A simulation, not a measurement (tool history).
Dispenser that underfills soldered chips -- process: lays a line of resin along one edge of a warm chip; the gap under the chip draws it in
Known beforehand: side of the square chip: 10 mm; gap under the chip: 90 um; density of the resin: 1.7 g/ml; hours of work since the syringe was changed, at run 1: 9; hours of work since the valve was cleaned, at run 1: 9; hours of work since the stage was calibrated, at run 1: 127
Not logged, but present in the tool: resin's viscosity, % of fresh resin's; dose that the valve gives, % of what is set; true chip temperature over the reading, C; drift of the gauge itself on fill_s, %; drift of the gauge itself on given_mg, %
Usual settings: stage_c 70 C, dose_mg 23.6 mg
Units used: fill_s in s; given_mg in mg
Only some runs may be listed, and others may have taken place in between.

| run | hour | stage_c | dose_mg | hours of work since the syringe was changed | hours of work since the valve was cleaned | hours of work since the stage was calibrated | fill_s | given_mg |
|---|---|---|---|---|---|---|---|---|
| 1 | 0 | 70 | 23.6 | 9 | 9 | 127 | 176.5 | 23.6 |
|  | 2 | new syringe of resin |
| 2 | 13.6 | 70 | 23.6 | 7 | 18 | 135 | 157.4 | 23.35 |
|  | 18.7 | new syringe of resin |
| 3 | 24.2 | 70 | 23.6 | 4 | 25 | 142 | 124.1 | 23.31 |
| 4 | 34.1 | 70 | 23.6 | 10 | 31 | 148 | 187.4 | 23.2 |
|  | 35.4 | new syringe of resin |
| 5 | 40.5 | 72 | 23.6 | 3 | 35 | 152 | 107.4 | 23.19 |
|  | 51.8 | new syringe of resin |
| 6 | 54.2 | 72 | 23.6 | 2 | 43 | 161 | 93.7 | 23.04 |
|  | 63.1 | dispensing valve cleaned and set on the balance |
| 7 | 64 | 80 | 23.6 | 7 | 1 | 166 | 95.9 | 23.72 |
|  | 69.5 | new syringe of resin |
| 8 | 70.8 | 57 | 23.6 | 1 | 5 | 171 | 193.2 | 23.62 |
| 9 | 80.6 | 70 | 23.6 | 7 | 11 | 177 | 151 | 23.48 |
|  | 86.2 | new syringe of resin |
| 10 | 95.1 | 70 | 22.4 | 6 | 20 | 186 | 136.9 | 22.23 |
| 11 | 101.5 | 70 | 22.4 | 10 | 24 | 190 | 178.9 | 22.14 |
|  | 103.1 | new syringe of resin |
| 12 | 112.5 | 70 | 23.6 | 6 | 31 | 197 | 137.9 | 23.19 |
|  | 119.3 | new syringe of resin |
| 13 | 124.3 | 70 | 23.6 | 3 | 38 | 204 | 113.8 | 23.02 |
|  | 136.4 | new syringe of resin |
| 14 | 138 | 70 | 23.6 | 1 | 47 | 213 | 97.9 | 22.9 |
|  | 140.7 | dispensing valve cleaned and set on the balance |
| 15 | 152 | 70 | 23.6 | 9 | 7 | 221 | 175.8 | 23.46 |
|  | 154 | new syringe of resin |
| 16 | 164.5 | 71 | 26.6 | 7 | 15 | 229 | 138.4 | 26.42 |
|  | 170.3 | new syringe of resin |
| 17 | 172.6 | 72 | 30 | 1 | 20 | 234 | 88.4 | 29.71 |
| 18 | 182.2 | 72 | 30 | 8 | 26 | 240 | 138.9 | 29.46 |
|  | 187.8 | new syringe of resin |
| 19 | 194.2 | 72 | 30 | 4 | 34 | 248 | 108.5 | 29.38 |
|  | 204.5 | new syringe of resin |
| 20 | 204.8 | 63 | 30 | 0 | 40 | 254 | 125.5 | 29.3 |
| 21 | 215.7 | 72 | 20.6 | 7 | 47 | 261 | 135.8 | 20.07 |
|  | 218.1 | dispensing valve cleaned and set on the balance |
|  | 222.2 | new syringe of resin |
| 22 | 222.9 | 72 | 20.6 | 0 | 3 | 265 | 88.1 | 20.62 |
| 23 | 230.4 | 71 | 28.3 | 5 | 8 | 270 | 122.1 | 28.29 |
|  | 238.5 | new syringe of resin |
| 24 | 244.2 | 83 | 29.9 | 4 | 16 | 279 | 61.4 | 29.8 |
|  | 255.2 | new syringe of resin |
| 25 | 255.4 | 58 | 23.8 | 0 | 23 | 286 | 168.3 | 23.51 |
| 26 | 270.1 | 70 | 26.3 | 10 | 33 | 295 | 170.9 | 25.85 |
|  | 272.3 | new syringe of resin |
| 27 | 280.3 | 70 | 24.5 | 5 | 39 | 301 | 129.5 | 23.86 |
|  | 289 | new syringe of resin |
| 28 | 293.9 | 70 | 26.7 | 3 | 48 | 310 | 107.7 | 26.02 |
|  | 296.1 | dispensing valve cleaned and set on the balance |
| 29 | 303.6 | 71 | 30.7 | 9 | 5 | 316 | 152.8 | 30.74 |

What if the next run were any one of these 3? Each begins from the tool's condition after run 29:
|  | 306.5 | new syringe of resin |
| A | 311.7 | 79 | 23.8 | 3 | 10 | 321 | ? | ? |
|  | 306.5 | new syringe of resin |
| B | 311.7 | 64 | 22 | 3 | 10 | 321 | ? | ? |
|  | 306.5 | new syringe of resin |
| C | 311.7 | 74 | 23.6 | 3 | 10 | 321 | ? | ? |

| run | fill_s | given_mg |
|---|---|---|
| A | 72.4 | 23.7 |
| B | 155.7 | 21.86 |
| C | 94.1 | 23.49 |
With no hidden state in the tool, these same runs would have given:
| run | fill_s | given_mg |
|---|---|---|
| A | 61.8 | 23.79 |
| B | 133.6 | 21.94 |
| C | 80.4 | 23.58 |

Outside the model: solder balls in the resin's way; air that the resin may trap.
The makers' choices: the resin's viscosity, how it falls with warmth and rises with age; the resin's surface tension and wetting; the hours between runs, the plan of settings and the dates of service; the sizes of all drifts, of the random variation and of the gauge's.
